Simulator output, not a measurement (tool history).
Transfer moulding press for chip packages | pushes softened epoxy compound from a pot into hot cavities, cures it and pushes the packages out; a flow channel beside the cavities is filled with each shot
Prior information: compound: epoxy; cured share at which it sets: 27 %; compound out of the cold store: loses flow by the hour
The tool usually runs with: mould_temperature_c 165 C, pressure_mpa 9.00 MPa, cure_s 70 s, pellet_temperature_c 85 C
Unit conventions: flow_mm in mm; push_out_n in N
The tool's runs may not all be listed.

run	hour	mould_temperature_c	pressure_mpa	cure_s	pellet_temperature_c	incoming compound's hours out of the cold store	flow_mm	push_out_n
1	0.0	165	9.00	70	85	16.5	985	280
# hour 18.3: cavities cleaned with cleaning compound and waxed
2	31.3	165	9.00	70	85	25.6	943	278
3	59.0	165	9.00	70	85	45.1	856	263
4	77.9	165	9.00	70	85	18.7	972	279
# hour 82.7: cavities cleaned with cleaning compound and waxed
5	107.5	165	9.00	70	85	27.4	924	278
# hour 144.5: cavities cleaned with cleaning compound and waxed
6	148.3	165	9.00	70	85	42.6	856	254
7	187.8	165	9.00	70	85	26.0	939	279
# hour 206.7: cavities cleaned with cleaning compound and waxed
8	230.7	165	9.00	70	85	43.7	853	261
9	253.3	165	9.00	70	85	47.2	842	266
# hour 264.9: plunger's sealing rings changed
# hour 273.6: cavities cleaned with cleaning compound and waxed
10	300.1	165	9.00	70	85	40.7	873	270
11	328.5	158	9.00	70	85	43.0	883	443
# hour 336.1: cavities cleaned with cleaning compound and waxed
12	365.4	158	9.00	70	85	45.1	881	441
# hour 399.6: cavities cleaned with cleaning compound and waxed
13	403.5	165	9.00	70	85	25.5	946	282
14	444.2	165	9.00	70	85	20.1	966	287
# hour 462.8: cavities cleaned with cleaning compound and waxed
15	471.6	165	10.74	70	80	39.2	954	269
16	513.1	165	10.74	70	80	8.8	1107	301
# hour 526.7: cavities cleaned with cleaning compound and waxed
17	553.6	165	9.18	51	85	41.1	877	586
# hour 589.1: cavities cleaned with cleaning compound and waxed
18	593.9	167	8.52	92	89	23.4	912	174
19	625.7	172	8.07	68	85	40.0	806	188
# hour 652.3: cavities cleaned with cleaning compound and waxed
20	657.9	162	8.69	66	82	16.5	987	430

Expected results for the next run?
# hour 673.1: plunger's sealing rings changed
21	690.6	170	8.69	66	90	43.9	?	?

Run 21 produced flow_mm 825 mm, push_out_n 212 N.
Minus the tool's unlogged condition, the same run would have read flow_mm 825 mm, push_out_n 210 N.
